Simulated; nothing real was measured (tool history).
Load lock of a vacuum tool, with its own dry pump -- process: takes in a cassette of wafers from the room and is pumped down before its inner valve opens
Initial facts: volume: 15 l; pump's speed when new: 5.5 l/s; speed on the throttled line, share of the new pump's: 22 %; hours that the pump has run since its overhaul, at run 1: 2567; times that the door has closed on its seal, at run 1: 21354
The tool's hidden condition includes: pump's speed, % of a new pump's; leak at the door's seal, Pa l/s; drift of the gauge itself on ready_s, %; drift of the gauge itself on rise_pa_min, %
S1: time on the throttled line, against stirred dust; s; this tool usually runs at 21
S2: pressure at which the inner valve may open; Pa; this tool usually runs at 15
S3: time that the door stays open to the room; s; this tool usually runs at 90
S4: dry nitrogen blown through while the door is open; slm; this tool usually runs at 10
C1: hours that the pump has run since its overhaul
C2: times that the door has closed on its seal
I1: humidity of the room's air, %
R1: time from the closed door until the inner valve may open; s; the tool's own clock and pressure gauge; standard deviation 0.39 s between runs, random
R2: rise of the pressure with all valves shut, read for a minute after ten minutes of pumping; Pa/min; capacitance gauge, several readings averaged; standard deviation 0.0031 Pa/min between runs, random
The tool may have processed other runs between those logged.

run 1 hour=0 | S1=21 S2=15 S3=90 S4=10 | C1=2567 C2=21354 | I1=47.7 | R1=41.5 R2=0.298
run 2 hour=418 | S1=21 S2=15 S3=90 S4=10 | C1=2985 C2=22479 | I1=45.1 | R1=41.3 R2=0.311
run 3 hour=636.1 | S1=21 S2=15 S3=90 S4=10 | C1=3203 C2=23066 | I1=42.2 | R1=41.7 R2=0.32
run 4 hour=990.9 | S1=21 S2=15 S3=90 S4=10 | C1=3557 C2=24022 | I1=45.5 | R1=41.4 R2=0.339
run 5 hour=1345.9 | S1=21 S2=15 S3=90 S4=10 | C1=3912 C2=24978 | I1=44.7 | R1=42.8 R2=0.35
run 6 hour=1594.2 | S1=21 S2=15 S3=90 S4=10 | C1=4161 C2=25646 | I1=47.2 | R1=42.3 R2=0.367
run 7 hour=1970.5 | S1=21 S2=15 S3=90 S4=10 | C1=4537 C2=26659 | I1=47.1 | R1=42.5 R2=0.389
run 8 hour=2347.9 | S1=21 S2=15 S3=90 S4=10 | C1=4914 C2=27675 | I1=45.2 | R1=43.5 R2=0.405
run 9 hour=2616.5 | S1=21 S2=15 S3=90 S4=10 | C1=5183 C2=28398 | I1=45.6 | R1=43.3 R2=0.416
run 10 hour=2872.9 | S1=21 S2=15 S3=90 S4=10 | C1=5439 C2=29089 | I1=44.9 | R1=42.9 R2=0.432
run 11 hour=3165.4 | S1=21 S2=15 S3=90 S4=10 | C1=5732 C2=29876 | I1=46.8 | R1=43 R2=0.444
run 12 hour=3500.6 | S1=21 S2=15 S3=90 S4=25 | C1=6067 C2=30779 | I1=45 | R1=43.2 R2=0.448
run 13 hour=3771.7 | S1=21 S2=15 S3=90 S4=25 | C1=6338 C2=31509 | I1=45.2 | R1=43.7 R2=0.479
run 14 hour=4145.6 | S1=21 S2=15 S3=90 S4=25 | C1=6712 C2=32515 | I1=46.6 | R1=43.2 R2=0.487
run 15 hour=4372.2 | S1=21 S2=15 S3=90 S4=10 | C1=6939 C2=33125 | I1=46 | R1=43.5 R2=0.526
run 16 hour=4745.7 | S1=21 S2=15 S3=90 S4=10 | C1=7312 C2=34131 | I1=42.9 | R1=44.8 R2=0.547
run 17 hour=5041.2 | S1=21 S2=15 S3=90 S4=10 | C1=7608 C2=34926 | I1=47.3 | R1=44.5 R2=0.56
-- hour=5320 door's seal changed, seat wiped
run 18 hour=5408.8 | S1=21 S2=15 S3=90 S4=10 | C1=7974 C2=239 | I1=44.4 | R1=45.2 R2=0.063
run 19 hour=5745.5 | S1=21 S2=15 S3=90 S4=10 | C1=8311 C2=1146 | I1=49.4 | R1=45 R2=0.068
run 20 hour=6099.1 | S1=21 S2=15 S3=104 S4=12 | C1=8664 C2=2098 | I1=46.9 | R1=44.5 R2=0.072
run 21 hour=6557.8 | S1=21 S2=15 S3=104 S4=12 | C1=9123 C2=3333 | I1=44 | R1=45.4 R2=0.077
run 22 hour=6785 | S1=21 S2=15 S3=104 S4=26 | C1=9350 C2=3944 | I1=46.2 | R1=46.2 R2=0.062
run 23 hour=7171.7 | S1=21 S2=27 S3=90 S4=10 | C1=9737 C2=4986 | I1=48.2 | R1=44.1 R2=0.088
run 24 hour=7658.8 | S1=21 S2=15 S3=90 S4=6 | C1=10224 C2=6297 | I1=43.9 | R1=46.3 R2=0.102
run 25 hour=7980.5 | S1=21 S2=15 S3=115 S4=10 | C1=10546 C2=7163 | I1=46.6 | R1=46.4 R2=0.112
run 26 hour=8203.1 | S1=21 S2=15 S3=115 S4=10 | C1=10768 C2=7763 | I1=41.3 | R1=46.6 R2=0.108
run 27 hour=8667.1 | S1=21 S2=16 S3=115 S4=8 | C1=11232 C2=9012 | I1=49.3 | R1=46.1 R2=0.133
run 28 hour=9154.6 | S1=21 S2=22 S3=115 S4=8 | C1=11720 C2=10324 | I1=42 | R1=46.3 R2=0.132
run 29 hour=9565.5 | S1=21 S2=15 S3=128 S4=12 | C1=12131 C2=11430 | I1=46.3 | R1=47.5 R2=0.153
-- hour=9648.5 dry pump taken out, an overhauled one fitted
run 30 hour=10028.2 | S1=35 S2=15 S3=128 S4=12 | C1=380 C2=12660 | I1=50.9 | R1=51.4 R2=0.172
run 31 hour=10238.1 | S1=26 S2=15 S3=90 S4=13 | C1=590 C2=13225 | I1=42.9 | R1=44.8 R2=0.162
run 32 hour=10575.4 | S1=17 S2=15 S3=90 S4=10 | C1=927 C2=14133 | I1=48.3 | R1=37.1 R2=0.186
run 33 hour=10951.4 | S1=17 S2=15 S3=90 S4=10 | C1=1303 C2=15146 | I1=44 | R1=38 R2=0.193
run 34 hour=11177 | S1=21 S2=13 S3=90 S4=10 | C1=1529 C2=15753 | I1=42.7 | R1=41.6 R2=0.198
run 35 hour=11556.4 | S1=16 S2=10 S3=100 S4=38 | C1=1908 C2=16774 | I1=48.1 | R1=38.8 R2=0.185
run 36 hour=12006.6 | S1=34 S2=20 S3=37 S4=11 | C1=2358 C2=17987 | I1=44.1 | R1=51.1 R2=0.216
run 37 hour=12322.8 | S1=40 S2=15 S3=90 S4=21 | C1=2674 C2=18838 | I1=45 | R1=55.5 R2=0.228

Each run again, without the hidden state but with its own random variation kept:
run=1 R1=40.5 R2=0.063
run=2 R1=40.2 R2=0.055
run=3 R1=40.5 R2=0.052
run=4 R1=40.1 R2=0.055
run=5 R1=41.2 R2=0.055
run=6 R1=40.6 R2=0.058
run=7 R1=40.6 R2=0.064
run=8 R1=41.4 R2=0.059
run=9 R1=41 R2=0.06
run=10 R1=40.4 R2=0.057
run=11 R1=40.4 R2=0.058
run=12 R1=40.4 R2=0.041
run=13 R1=40.8 R2=0.047
run=14 R1=40.1 R2=0.041
run=15 R1=40.2 R2=0.063
run=16 R1=41.3 R2=0.052
run=17 R1=40.8 R2=0.056
run=18 R1=41.2 R2=0.059
run=19 R1=40.9 R2=0.06
run=20 R1=40.1 R2=0.06
run=21 R1=40.7 R2=0.057
run=22 R1=41.3 R2=0.038
run=23 R1=39.3 R2=0.057
run=24 R1=40.9 R2=0.062
run=25 R1=40.7 R2=0.067
run=26 R1=40.7 R2=0.057
run=27 R1=39.9 R2=0.071
run=28 R1=40 R2=0.055
run=29 R1=40.6 R2=0.064
run=30 R1=51.4 R2=0.07
run=31 R1=44.7 R2=0.05
run=32 R1=37 R2=0.064
run=33 R1=37.7 R2=0.058
run=34 R1=41.1 R2=0.056
run=35 R1=38.1 R2=0.032
run=36 R1=50.4 R2=0.045
run=37 R1=54.7 R2=0.043

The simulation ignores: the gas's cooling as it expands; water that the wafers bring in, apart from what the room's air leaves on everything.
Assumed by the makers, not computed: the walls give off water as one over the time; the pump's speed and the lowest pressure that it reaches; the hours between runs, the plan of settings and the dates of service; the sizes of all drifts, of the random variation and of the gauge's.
